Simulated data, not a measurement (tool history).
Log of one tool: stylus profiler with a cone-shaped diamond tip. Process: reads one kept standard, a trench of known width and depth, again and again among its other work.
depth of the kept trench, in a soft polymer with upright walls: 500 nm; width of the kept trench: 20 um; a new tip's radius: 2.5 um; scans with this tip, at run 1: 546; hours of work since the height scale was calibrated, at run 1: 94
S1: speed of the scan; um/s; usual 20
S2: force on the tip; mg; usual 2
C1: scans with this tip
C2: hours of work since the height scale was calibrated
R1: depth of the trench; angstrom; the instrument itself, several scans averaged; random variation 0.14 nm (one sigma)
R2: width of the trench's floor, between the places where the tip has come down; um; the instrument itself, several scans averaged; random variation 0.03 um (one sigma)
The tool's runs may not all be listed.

| run | hour | S1 | S2 | C1 | C2 | R1 | R2 |
|---|---|---|---|---|---|---|---|
| 1 | 0 | 20 | 2 | 546 | 94 | 5034.1 | 16.85 |
| 2 | 21.2 | 20 | 2 | 611 | 106 | 5036.4 | 16.86 |
| 3 | 39.4 | 20 | 2 | 666 | 115 | 5038.1 | 16.91 |
| 4 | 59 | 20 | 2 | 726 | 126 | 5035.5 | 16.85 |
| 5 | 78.7 | 20 | 3.36 | 787 | 136 | 5051.5 | 16.87 |
| 6 | 94.9 | 20 | 3.36 | 837 | 145 | 5050.4 | 16.8 |
| 7 | 115.5 | 20 | 3.36 | 900 | 156 | 5050.1 | 16.79 |
| 8 | 132 | 20 | 3.36 | 950 | 164 | 5050.6 | 16.82 |
| 9 | 155.3 | 20 | 3.36 | 1022 | 177 | 5053 | 16.84 |
| 10 | 174.7 | 20 | 3.36 | 1081 | 187 | 5049.4 | 16.86 |
| 11 | 196.8 | 20 | 2 | 1149 | 199 | 5036.2 | 16.83 |
| 12 | 210.8 | 60 | 2 | 1192 | 206 | 5038.9 | 16.65 |
| 13 | 235 | 60 | 2 | 1266 | 219 | 5036.4 | 16.74 |
| 14 | 258.6 | 20 | 2 | 1338 | 232 | 5038.2 | 16.79 |
| 15 | 279.5 | 20 | 2 | 1402 | 243 | 5039.2 | 16.78 |
| 16 | 303.1 | 20 | 2 | 1475 | 255 | 5038.9 | 16.76 |
| 17 | 321.8 | 20 | 2 | 1532 | 265 | 5041.5 | 16.78 |
| 18 | 342.1 | 20 | 2 | 1594 | 276 | 5038 | 16.74 |
| 19 | 353 | 20 | 2.07 | 1628 | 282 | 5038.9 | 16.72 |
| 20 | 368.8 | 65 | 1.52 | 1676 | 290 | 5033 | 16.59 |

The next listed run, before its measurement:
| 21 | 381.8 | 20 | 2.03 | 1716 | 297 | ? | ? |

R1: 5041.2 angstrom
R2: 16.81 um
Without the tool's hidden state the same run would have given R1 5033.4 angstrom, R2 17 um.
